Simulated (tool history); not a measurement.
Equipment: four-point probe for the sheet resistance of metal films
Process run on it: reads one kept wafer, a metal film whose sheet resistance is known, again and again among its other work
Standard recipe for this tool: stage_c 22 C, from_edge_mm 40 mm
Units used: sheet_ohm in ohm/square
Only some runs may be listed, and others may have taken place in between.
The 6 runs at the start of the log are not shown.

{"run": 7, "day": 22.733, "stage_c": 18, "from_edge_mm": 40, "sheet_ohm": 1.461276}
{"run": 8, "day": 25.4, "stage_c": 18, "from_edge_mm": 40, "sheet_ohm": 1.460927}
{"run": 9, "day": 27.479, "stage_c": 18, "from_edge_mm": 40, "sheet_ohm": 1.460789}
{"run": 10, "day": 29.617, "stage_c": 22, "from_edge_mm": 40, "sheet_ohm": 1.46196}
{"run": 11, "day": 32.983, "stage_c": 22, "from_edge_mm": 40, "sheet_ohm": 1.461809}
{"run": 12, "day": 35.538, "stage_c": 22, "from_edge_mm": 40, "sheet_ohm": 1.461891}
{"run": 13, "day": 38.188, "stage_c": 23, "from_edge_mm": 40, "sheet_ohm": 1.461544}
{"run": 14, "day": 41.962, "stage_c": 28, "from_edge_mm": 40, "sheet_ohm": 1.462115}
{"day": 42.208, "done": "stage's thermometer calibrated"}
{"run": 15, "day": 46.125, "stage_c": 28, "from_edge_mm": 40, "sheet_ohm": 1.462536}
{"run": 16, "day": 50.046, "stage_c": 28, "from_edge_mm": 40, "sheet_ohm": 1.462213}
{"run": 17, "day": 52.746, "stage_c": 28, "from_edge_mm": 40, "sheet_ohm": 1.462452}
{"day": 56.212, "done": "stage's thermometer calibrated, once more"}
{"run": 18, "day": 56.212, "stage_c": 28, "from_edge_mm": 40, "sheet_ohm": 1.459642}
{"run": 19, "day": 58.242, "stage_c": 22, "from_edge_mm": 6, "sheet_ohm": 1.47909}
{"run": 20, "day": 60.95, "stage_c": 22, "from_edge_mm": 6, "sheet_ohm": 1.479548}
{"run": 21, "day": 65.758, "stage_c": 22, "from_edge_mm": 40, "sheet_ohm": 1.457926}
{"run": 22, "day": 69.679, "stage_c": 22, "from_edge_mm": 40, "sheet_ohm": 1.457006}
{"run": 23, "day": 72.367, "stage_c": 22, "from_edge_mm": 40, "sheet_ohm": 1.457042}
{"run": 24, "day": 74.867, "stage_c": 33, "from_edge_mm": 3, "sheet_ohm": 1.541055}
{"run": 25, "day": 78.058, "stage_c": 20, "from_edge_mm": 17, "sheet_ohm": 1.458089}
{"run": 26, "day": 80.988, "stage_c": 26, "from_edge_mm": 4, "sheet_ohm": 1.504957}
{"run": 27, "day": 85.308, "stage_c": 26, "from_edge_mm": 4, "sheet_ohm": 1.504237}
{"run": 28, "day": 89.896, "stage_c": 26, "from_edge_mm": 4, "sheet_ohm": 1.503899}
{"run": 29, "day": 92.888, "stage_c": 20, "from_edge_mm": 74, "sheet_ohm": 1.454977}
{"run": 30, "day": 96.225, "stage_c": 30, "from_edge_mm": 40, "sheet_ohm": 1.457164}

The next listed run, before its measurement:
{"day": 96.729, "done": "new probe head fitted"}
{"run": 31, "day": 101.125, "stage_c": 25, "from_edge_mm": 3, "sheet_ohm": "?"}

sheet_ohm: 1.559839 ohm/square
Take away the tool's hidden state, keep the run-to-run variation as it was, and the same run would have given sheet_ohm 1.560211 ohm/square.
